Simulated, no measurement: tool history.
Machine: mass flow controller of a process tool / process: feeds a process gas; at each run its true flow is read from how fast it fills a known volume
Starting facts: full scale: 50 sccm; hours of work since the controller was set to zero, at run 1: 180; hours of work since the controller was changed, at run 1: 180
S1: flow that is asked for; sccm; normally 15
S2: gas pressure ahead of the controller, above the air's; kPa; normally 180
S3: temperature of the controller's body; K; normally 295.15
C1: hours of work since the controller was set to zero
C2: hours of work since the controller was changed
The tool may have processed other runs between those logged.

{"run": 1, "hour": 0.0, "S1": 15, "S2": 180, "S3": 295.15, "C1": 180, "C2": 180, "true flow (%)": 98.97}
{"run": 2, "hour": 85.7, "S1": 5, "S2": 180, "S3": 295.15, "C1": 212, "C2": 212, "true flow (%)": 98.77}
{"run": 3, "hour": 159.3, "S1": 5, "S2": 180, "S3": 295.15, "C1": 239, "C2": 239, "true flow (%)": 98.89}
{"run": 4, "hour": 236.3, "S1": 5, "S2": 180, "S3": 295.15, "C1": 268, "C2": 268, "true flow (%)": 98.75}
{"run": 5, "hour": 322.9, "S1": 15, "S2": 180, "S3": 295.15, "C1": 300, "C2": 300, "true flow (%)": 99.14}
{"run": 6, "hour": 430.8, "S1": 15, "S2": 180, "S3": 295.15, "C1": 340, "C2": 340, "true flow (%)": 99.14}
{"run": 7, "hour": 492.8, "S1": 20, "S2": 180, "S3": 295.15, "C1": 363, "C2": 363, "true flow (%)": 99.49}
{"run": 8, "hour": 585.9, "S1": 18, "S2": 180, "S3": 295.15, "C1": 398, "C2": 398, "true flow (%)": 99.3}
{"run": 9, "hour": 713.5, "S1": 15, "S2": 180, "S3": 305.15, "C1": 446, "C2": 446, "true flow (%)": 98.62}
{"run": 10, "hour": 778.2, "S1": 15, "S2": 180, "S3": 305.15, "C1": 470, "C2": 470, "true flow (%)": 98.7}
{"run": 11, "hour": 897.0, "S1": 15, "S2": 180, "S3": 305.15, "C1": 514, "C2": 514, "true flow (%)": 98.8}
{"run": 12, "hour": 976.4, "S1": 6, "S2": 180, "S3": 295.15, "C1": 543, "C2": 543, "true flow (%)": 98.93}
{"run": 13, "hour": 1126.1, "S1": 6, "S2": 180, "S3": 295.15, "C1": 599, "C2": 599, "true flow (%)": 98.87}
{"run": 14, "hour": 1222.6, "S1": 6, "S2": 180, "S3": 295.15, "C1": 635, "C2": 635, "true flow (%)": 98.88}
{"run": 15, "hour": 1321.4, "S1": 15, "S2": 180, "S3": 295.15, "C1": 672, "C2": 672, "true flow (%)": 99.2}
{"run": 16, "hour": 1417.9, "S1": 11, "S2": 180, "S3": 295.15, "C1": 708, "C2": 708, "true flow (%)": 99.19}
{"run": 17, "hour": 1483.3, "S1": 20, "S2": 175, "S3": 307.15, "C1": 732, "C2": 732, "true flow (%)": 99.0}
{"run": 18, "hour": 1560.0, "S1": 9, "S2": 180, "S3": 295.15, "C1": 761, "C2": 761, "true flow (%)": 99.07}

What will run 19 give?
{"run": 19, "hour": 1710.2, "S1": 9, "S2": 180, "S3": 295.15, "C1": 816, "C2": 816, "true flow (%)": "?"}

Run 19 produced true flow (%) 99.02.
Minus the tool's unlogged condition, the same run would have read true flow (%) 98.68.

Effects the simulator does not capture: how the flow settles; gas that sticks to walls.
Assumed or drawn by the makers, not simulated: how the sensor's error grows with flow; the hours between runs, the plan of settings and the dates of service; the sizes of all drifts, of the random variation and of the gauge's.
